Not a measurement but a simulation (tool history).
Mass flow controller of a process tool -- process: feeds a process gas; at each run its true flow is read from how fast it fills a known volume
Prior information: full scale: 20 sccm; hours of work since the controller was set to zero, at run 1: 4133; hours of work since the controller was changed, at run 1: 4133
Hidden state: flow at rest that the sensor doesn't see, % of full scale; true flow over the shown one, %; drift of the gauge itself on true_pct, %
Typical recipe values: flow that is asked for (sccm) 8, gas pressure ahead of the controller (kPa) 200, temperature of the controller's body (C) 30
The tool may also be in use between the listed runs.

run    hour  flow that is asked for (sccm)  gas pressure ahead of the controller (kPa)  temperature of the controller's body (C)  hours of work since the controller was set to zero  hours of work since the controller was changed  true flow (%)
  1     0.0                              8                                         200                                        30                                                4133                                            4133          99.77
  2   227.4                              8                                         200                                        30                                                4258                                            4258          99.83
  3   351.4                              2                                         200                                        30                                                4326                                            4326         103.87
  4   525.0                              2                                         200                                        30                                                4421                                            4421         103.91
  5   789.2                              2                                         200                                        30                                                4567                                            4567         104.08
      806.9  -- controller's zero set anew
  6  1043.9                              2                                         200                                        30                                                 130                                            4706         107.57
  7  1173.4                              8                                         203                                        24                                                 202                                            4778         100.29

Expected results for the next run?
  8  1323.6                              2                                         200                                        21                                                 284                                            4860              ?

Run 8 measured true flow (%) 106.96.
On a tool with no hidden condition, and with the same random variation, this run would have come out at true flow (%) 97.54.

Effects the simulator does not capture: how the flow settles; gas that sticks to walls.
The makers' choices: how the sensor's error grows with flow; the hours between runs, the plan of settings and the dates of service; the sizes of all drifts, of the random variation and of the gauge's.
